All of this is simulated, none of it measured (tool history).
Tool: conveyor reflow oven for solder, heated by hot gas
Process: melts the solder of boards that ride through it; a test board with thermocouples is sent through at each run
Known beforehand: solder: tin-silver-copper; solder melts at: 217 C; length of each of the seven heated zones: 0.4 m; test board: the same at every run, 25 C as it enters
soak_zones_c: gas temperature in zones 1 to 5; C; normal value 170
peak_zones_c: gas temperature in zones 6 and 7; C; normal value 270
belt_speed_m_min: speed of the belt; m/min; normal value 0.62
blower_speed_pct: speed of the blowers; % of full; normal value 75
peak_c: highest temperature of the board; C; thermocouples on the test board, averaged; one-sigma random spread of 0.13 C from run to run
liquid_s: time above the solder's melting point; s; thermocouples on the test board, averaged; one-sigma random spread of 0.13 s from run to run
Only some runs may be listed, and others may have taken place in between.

run   hour  soak_zones_c  peak_zones_c  belt_speed_m_min  blower_speed_pct  peak_c  liquid_s
  1      0           170           270              0.62                75   250.7      54.6
  2   14.7           170           270              0.62                75   250.5      54.6
  3   31.9           170           270              0.62                75   250.5      54.2
  4   42.3           170           270              0.62                75   250.3      54.3
  5   59.7           170           270              0.62                75   250.5      53.9
  6   75.8           170           270              0.62                61   244.9        48
  7   91.2           170           270              0.62                61   244.8      47.8
  8  101.8           170           270              0.62                61   244.9      47.7
  9  113.2           170           270              0.62                61   244.7      47.9
 10  128.4           170           270              0.62                54   241.4      43.4
 11  142.1           170           270              0.62                54   241.3      43.5
 12    153           170           270              0.62                54   241.2      43.1
 13  169.9           170           270              0.62                54   241.1      42.9
 14  188.2           170           270              0.62                75   251.1      55.5
 15  204.9           170           270              0.62                75   250.8      55.3
 16    222           170           270              0.62                75     251      54.8
 17  232.1           181           277              0.62                75   259.2      64.5
 18  240.5           169           274             0.562                58   251.6      59.8
 19  249.1           169           274             0.562                58   251.2      59.9
 20  263.6           181           265              0.62                75   248.7      57.5
 21  272.1           181           265              0.62                75   248.7      57.4
 22  283.6           164           282              0.62                75   259.6      58.5
 23  302.3           164           282              0.62                75   259.4      58.9
 24  319.4           164           282              0.62                75   259.3      58.7
 25  332.2           170           280              0.62                76     259      60.4
 26  351.8           170           280              0.62                76   258.6      60.3
 27  364.2           172           263              0.62                75   244.7      50.2
 28  376.3           172           263              0.62                75   244.6        50
 29  396.1           155           268             0.583                63   242.9      45.1
 30  405.5           170           278             0.612                55   248.8      51.9

Removed from this log: 2 entries logged between the listed runs. Between which two listed runs does each belong, and how does the tool's hidden state at the listed run before it compare with that at the listed run after it?
Between runs 13 and 14: thermocouples of zones 6 and 7 changed (hour 181.2); flux residue cleaned out of gas plates and filters (hour 187.4)
  heat that the gas passes to the board, % of a clean oven's: 92.3 -> 99.6; belt's true speed, % of the reading: 99.6 -> 99.58; true gas temperature in zones 6 and 7 over the reading, C: 1.07 -> 0.36
  the result without the hidden state subtracted from the measured one, peak_c: -1.2 -> +0.3 C; liquid_s: -1.6 -> +0.5 s

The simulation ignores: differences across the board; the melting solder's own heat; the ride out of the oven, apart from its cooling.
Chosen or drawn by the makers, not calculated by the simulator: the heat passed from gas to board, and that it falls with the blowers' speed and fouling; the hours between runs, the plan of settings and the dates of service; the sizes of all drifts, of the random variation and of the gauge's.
